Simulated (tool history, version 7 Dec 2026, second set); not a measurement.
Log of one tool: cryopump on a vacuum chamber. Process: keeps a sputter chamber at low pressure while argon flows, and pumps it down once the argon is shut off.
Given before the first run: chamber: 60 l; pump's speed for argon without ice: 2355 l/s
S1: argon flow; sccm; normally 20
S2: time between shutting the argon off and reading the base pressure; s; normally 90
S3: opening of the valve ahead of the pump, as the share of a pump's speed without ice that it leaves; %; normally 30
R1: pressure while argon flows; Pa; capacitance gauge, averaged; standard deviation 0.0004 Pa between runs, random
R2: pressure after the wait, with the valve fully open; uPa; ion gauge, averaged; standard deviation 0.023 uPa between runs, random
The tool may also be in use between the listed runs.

Run 1, hour 0: usual settings. Result: R1 0.0497 Pa, R2 1.14 uPa.
Run 2, hour 8.3: usual settings. Result: R1 0.0498 Pa, R2 1.17 uPa.
Run 3, hour 20.8: usual settings. Result: R1 0.0495 Pa, R2 1.2 uPa.
Run 4, hour 38.4: usual settings. Result: R1 0.0501 Pa, R2 1.19 uPa.
Run 5, hour 55.6: usual settings. Result: R1 0.0497 Pa, R2 1.24 uPa.
Run 6, hour 66.7: usual settings. Result: R1 0.0503 Pa, R2 1.18 uPa.
Run 7, hour 80.7: usual settings. Result: R1 0.0495 Pa, R2 1.21 uPa.
Run 8, hour 95.4: usual settings but S3 23 %. Result: R1 0.0642 Pa, R2 1.21 uPa.
Run 9, hour 106.3: usual settings but S3 23 %. Result: R1 0.064 Pa, R2 1.2 uPa.
Run 10, hour 116.5: usual settings but S2 117 s. Result: R1 0.0502 Pa, R2 1.11 uPa.
Run 11, hour 124.6: usual settings but S2 117 s. Result: R1 0.0495 Pa, R2 1.07 uPa.
Run 12, hour 140.5: usual settings but S2 117 s. Result: R1 0.0498 Pa, R2 1.13 uPa.
Run 13, hour 151: usual settings but S2 117 s. Result: R1 0.0506 Pa, R2 1.11 uPa.
Run 14, hour 163: usual settings but S2 117 s. Result: R1 0.0503 Pa, R2 1.08 uPa.
Run 15, hour 176.6: usual settings but S2 117 s. Result: R1 0.0498 Pa, R2 1.14 uPa.
Run 16, hour 187.4: usual settings but S2 117 s. Result: R1 0.0503 Pa, R2 1.13 uPa.
Run 17, hour 195: usual settings. Result: R1 0.0501 Pa, R2 1.22 uPa.
Run 18, hour 203.7: usual settings but S1 12 sccm, S3 49 %. Result: R1 0.0197 Pa, R2 1.29 uPa.
Run 19, hour 212: usual settings but S1 27 sccm, S2 21 s, S3 28 %. Result: R1 0.0728 Pa, R2 3.19 uPa.
Run 20, hour 229.9: usual settings but S2 26 s, S3 19 %. Result: R1 0.0774 Pa, R2 2.69 uPa.
Run 21, hour 246: usual settings but S1 39 sccm. Result: R1 0.0981 Pa, R2 1.3 uPa.
Run 22, hour 259.5: usual settings but S1 39 sccm. Result: R1 0.0981 Pa, R2 1.34 uPa.
Run 23, hour 276.9: usual settings but S1 13 sccm, S2 122 s, S3 19 %. Result: R1 0.0513 Pa, R2 1.14 uPa.
Run 24, hour 294.5: usual settings but S1 13 sccm, S2 122 s, S3 19 %. Result: R1 0.051 Pa, R2 1.17 uPa.
Run 25, hour 310.2: usual settings but S1 27 sccm. Result: R1 0.0686 Pa, R2 1.33 uPa.
Run 26, hour 320.5: usual settings but S1 14 sccm, S2 38 s, S3 22 %. Result: R1 0.0474 Pa, R2 2.08 uPa.
Run 27, hour 334.8: usual settings but S1 25 sccm, S2 44 s, S3 51 %. Result: R1 0.0387 Pa, R2 1.98 uPa.
Run 28, hour 345: usual settings but S1 25 sccm, S2 246 s, S3 51 %. Result: R1 0.0386 Pa, R2 1 uPa.

Estimate the outcome of run 29 from the log above:
Run 29, hour 355.2: usual settings but S1 25 sccm, S2 246 s, S3 51 %. Result: R1 ?, R2 ?.

Run 29 measured R1 0.0393 Pa, R2 1.01 uPa.
Were there no unlogged condition in the tool, this run, its random variation unchanged, would have produced R1 0.0357 Pa, R2 0.36 uPa.
